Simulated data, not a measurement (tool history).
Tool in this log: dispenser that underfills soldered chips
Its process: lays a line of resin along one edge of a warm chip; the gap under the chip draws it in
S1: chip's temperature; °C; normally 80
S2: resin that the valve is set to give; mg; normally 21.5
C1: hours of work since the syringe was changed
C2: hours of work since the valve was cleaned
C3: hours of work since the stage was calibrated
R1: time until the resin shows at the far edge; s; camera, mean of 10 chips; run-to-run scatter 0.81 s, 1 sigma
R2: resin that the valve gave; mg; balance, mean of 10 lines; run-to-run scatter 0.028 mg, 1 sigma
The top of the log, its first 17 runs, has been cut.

{"hour": 144.1, "done": "stage's temperature calibrated"}
{"run": 18, "hour": 144.9, "S1": 80, "S2": 21.5, "C1": 10, "C2": 28, "C3": 1, "R1": 117.9, "R2": 21.3}
{"hour": 146.2, "done": "new syringe of resin"}
{"run": 19, "hour": 155.6, "S1": 69, "S2": 18.8, "C1": 7, "C2": 35, "C3": 8, "R1": 176.7, "R2": 18.58}
{"hour": 161.6, "done": "new syringe of resin"}
{"run": 20, "hour": 164.3, "S1": 69, "S2": 18.8, "C1": 2, "C2": 41, "C3": 14, "R1": 146, "R2": 18.56}
{"hour": 169.5, "done": "dispensing valve cleaned and set on the balance"}
{"run": 21, "hour": 173.6, "S1": 91, "S2": 18.8, "C1": 8, "C2": 3, "C3": 21, "R1": 70.4, "R2": 18.74}
{"hour": 178.4, "done": "new syringe of resin"}
{"run": 22, "hour": 182.9, "S1": 93, "S2": 27.3, "C1": 3, "C2": 10, "C3": 27, "R1": 48, "R2": 27.09}
{"run": 23, "hour": 191.0, "S1": 93, "S2": 27.3, "C1": 9, "C2": 16, "C3": 33, "R1": 63, "R2": 27.03}
{"hour": 193.5, "done": "new syringe of resin"}
{"run": 24, "hour": 197.9, "S1": 67, "S2": 22.9, "C1": 3, "C2": 20, "C3": 38, "R1": 155.1, "R2": 22.67}
{"run": 25, "hour": 205.0, "S1": 67, "S2": 22.9, "C1": 8, "C2": 26, "C3": 43, "R1": 193.8, "R2": 22.65}
{"hour": 208.7, "done": "new syringe of resin"}
{"run": 26, "hour": 212.3, "S1": 88, "S2": 26.2, "C1": 3, "C2": 31, "C3": 48, "R1": 58.4, "R2": 25.9}

Estimate the outcome of run 27 from the log above:
{"hour": 224.1, "done": "new syringe of resin"}
{"run": 27, "hour": 224.1, "S1": 77, "S2": 19.9, "C1": 0, "C2": 39, "C3": 57, "R1": "?", "R2": "?"}

R1: 87.3 s
R2: 19.58 mg
Were there no unlogged condition in the tool, this run, its random variation unchanged, would have produced R1 88.5 s, R2 19.91 mg.

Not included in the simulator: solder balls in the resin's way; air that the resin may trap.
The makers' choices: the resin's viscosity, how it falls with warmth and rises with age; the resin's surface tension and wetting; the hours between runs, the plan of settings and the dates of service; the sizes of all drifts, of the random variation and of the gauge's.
